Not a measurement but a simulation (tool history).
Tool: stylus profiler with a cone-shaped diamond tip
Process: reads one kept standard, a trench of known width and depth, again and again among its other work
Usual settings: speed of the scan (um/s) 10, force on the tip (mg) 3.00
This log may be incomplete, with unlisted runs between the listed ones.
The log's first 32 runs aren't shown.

run	hour	speed of the scan (um/s)	force on the tip (mg)	depth of the trench (nm)	width of the trench's floor (um)
33	432.4	5	2.12	507.71	24.79
34	445.8	5	1.47	506.11	24.71
35	461.7	3	3.06	509.94	24.70
36	472.8	8	3.06	510.00	24.66
37	483.9	28	1.07	505.37	24.53
38	495.8	31	1.66	506.88	24.57
39	511.0	19	3.32	510.73	24.62
40	526.1	5	1.05	505.14	24.61
41	535.6	5	1.05	505.10	24.64
42	543.1	16	1.46	506.20	24.57
43	551.3	10	3.00	510.22	24.59
44	562.6	38	2.92	509.96	24.52
45	576.5	19	1.33	505.98	24.46

Alternative continuations, all from the tool just after run 45; predict every row:
A	586.6	38	3.00	?	?
B	586.6	9	1.90	?	?
C	586.6	19	4.11	?	?
D	586.6	3	2.72	?	?
E	586.6	31	6.40	?	?

run	depth of the trench (nm)	width of the trench's floor (um)
A	510.24	24.43
B	507.36	24.54
C	512.55	24.61
D	509.49	24.57
E	516.40	24.62
Without the tool's hidden state the same runs would have given:
run	depth of the trench (nm)	width of the trench's floor (um)
A	509.98	25.46
B	507.11	25.58
C	512.30	25.64
D	509.24	25.60
E	516.14	25.65

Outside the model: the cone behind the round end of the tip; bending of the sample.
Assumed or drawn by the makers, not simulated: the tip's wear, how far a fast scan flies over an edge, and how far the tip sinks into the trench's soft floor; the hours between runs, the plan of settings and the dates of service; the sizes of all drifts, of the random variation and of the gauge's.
